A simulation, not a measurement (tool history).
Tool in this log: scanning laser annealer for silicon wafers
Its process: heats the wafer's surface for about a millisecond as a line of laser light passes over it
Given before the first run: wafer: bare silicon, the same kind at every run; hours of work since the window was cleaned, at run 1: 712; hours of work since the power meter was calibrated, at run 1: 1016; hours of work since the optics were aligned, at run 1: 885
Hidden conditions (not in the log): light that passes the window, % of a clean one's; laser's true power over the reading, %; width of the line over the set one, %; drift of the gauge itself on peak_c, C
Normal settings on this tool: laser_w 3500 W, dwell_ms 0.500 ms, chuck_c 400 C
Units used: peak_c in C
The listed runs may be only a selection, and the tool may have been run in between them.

run    hour  laser_w  dwell_ms  chuck_c  hours of work since the window was cleaned  hours of work since the power meter was calibrated  hours of work since the optics were aligned  peak_c
  1     0.0     3500     0.500      400                                         712                                                1016                                          885    1159
  2    61.5     3500     0.500      384                                         750                                                1055                                          924    1140
  3   124.1     3500     0.500      391                                         790                                                1094                                          963    1144
  4   187.7     3500     0.500      391                                         830                                                1134                                         1003    1143
  5   238.7     3500     0.500      391                                         862                                                1166                                         1035    1143
      268.4  -- window over the wafer cleaned
  6   309.1     3500     0.500      400                                          26                                                1209                                         1079    1182
      330.9  -- optics aligned, line set to its width
  7   369.1     3500     0.500      400                                          60                                                1244                                           24    1204
  8   422.7     3500     0.500      400                                          94                                                1277                                           58    1203
  9   490.8     3500     0.500      367                                         137                                                1320                                          101    1168
 10   533.0     3500     0.356      367                                         163                                                1347                                          127    1031
 11   564.8     3500     0.356      367                                         183                                                1367                                          147    1033
 12   614.5     3500     0.356      367                                         214                                                1398                                          178    1029
 13   678.8     3500     0.356      367                                         255                                                1438                                          219    1025
 14   709.9     3500     0.356      367                                         274                                                1458                                          238    1024
 15   739.2     3500     0.559      404                                         293                                                1476                                          257    1242
 16   787.9     3120     0.559      384                                         324                                                1507                                          287    1115
 17   855.2     3812     0.351      428                                         366                                                1549                                          330    1146
 18   918.0     3812     0.351      428                                         405                                                1589                                          369    1143
 19   981.7     3500     0.500      415                                         445                                                1629                                          409    1194
 20  1013.1     3500     0.610      400                                         465                                                1649                                          429    1263
 21  1065.4     3184     0.472      392                                         498                                                1682                                          462    1074
 22  1110.9     3184     0.428      392                                         527                                                1710                                          491    1032
 23  1178.1     3184     0.428      392                                         569                                                1752                                          533    1029
 24  1214.2     3013     0.430      374                                         592                                                1775                                          555     971
 25  1259.0     3013     0.430      374                                         620                                                1803                                          584     970
 26  1318.9     3184     0.530      400                                         657                                                1841                                          621    1114
 27  1377.6     3555     0.579      400                                         694                                                1878                                          658    1245
 28  1426.1     3555     0.478      390                                         725                                                1908                                          689    1147

Results for each run, recomputed without the tool's hidden state and with each run's random variation untouched:
run  peak_c
  1    1208
  2    1191
  3    1198
  4    1199
  5    1201
  6    1206
  7    1207
  8    1209
  9    1176
 10    1039
 11    1042
 12    1039
 13    1038
 14    1037
 15    1261
 16    1133
 17    1167
 18    1165
 19    1220
 20    1294
 21    1100
 22    1058
 23    1057
 24     998
 25     999
 26    1150
 27    1290
 28    1190
